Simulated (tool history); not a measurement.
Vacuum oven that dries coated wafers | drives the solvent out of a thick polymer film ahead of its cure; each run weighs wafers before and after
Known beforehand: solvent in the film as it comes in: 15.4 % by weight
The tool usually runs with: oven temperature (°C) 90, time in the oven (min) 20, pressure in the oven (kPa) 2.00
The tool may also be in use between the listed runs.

run   hour  oven temperature (°C)  time in the oven (min)  pressure in the oven (kPa)  solvent left in the film (%)
  1    0.0                     90                      20                        2.00                          2.60
  2   14.5                     90                      20                        2.00                          2.58
  3   32.6                     90                      20                        2.00                          2.58
  4   51.8                     90                      20                        2.00                          2.56
  5   69.5                     90                      20                        2.00                          2.59
  6   91.9                     90                      20                        2.00                          2.59
  7  102.3                     90                      20                        2.00                          2.59
  8  114.1                     90                      20                        2.00                          2.58
  9  129.2                     90                      20                        2.00                          2.58
 10  150.4                    105                      20                        3.90                          1.27
 11  169.4                     75                      20                        3.77                          7.44
 12  192.1                     76                      20                        6.22                          8.53
 13  214.9                     76                      20                        6.22                          8.51
 14  225.1                     94                      20                        1.16                          1.52
 15  240.8                     88                      11                        2.79                          5.67
 16  254.9                     76                      32                        2.17                          4.40
 17  271.4                     84                      15                        2.00                          5.10

Hidden state or all else? Some run-to-run changes of solvent left in the film (%), split into what the settings, what came in and random variation would give without the hidden state, and what is left for the hidden state (with any gauge scatter that isn't in both results):
Hidden conditions of the tool in this case: true wafer temperature over the reading, C; true pressure over the reading, kPa; drift of the gauge itself on solvent_pct, %.
Run 13 -> 14: oven temperature (°C) 76 -> 94, pressure in the oven (kPa) 6.22 -> 1.16. solvent left in the film (%) -6.99: hidden state +0.04, all else -7.03.

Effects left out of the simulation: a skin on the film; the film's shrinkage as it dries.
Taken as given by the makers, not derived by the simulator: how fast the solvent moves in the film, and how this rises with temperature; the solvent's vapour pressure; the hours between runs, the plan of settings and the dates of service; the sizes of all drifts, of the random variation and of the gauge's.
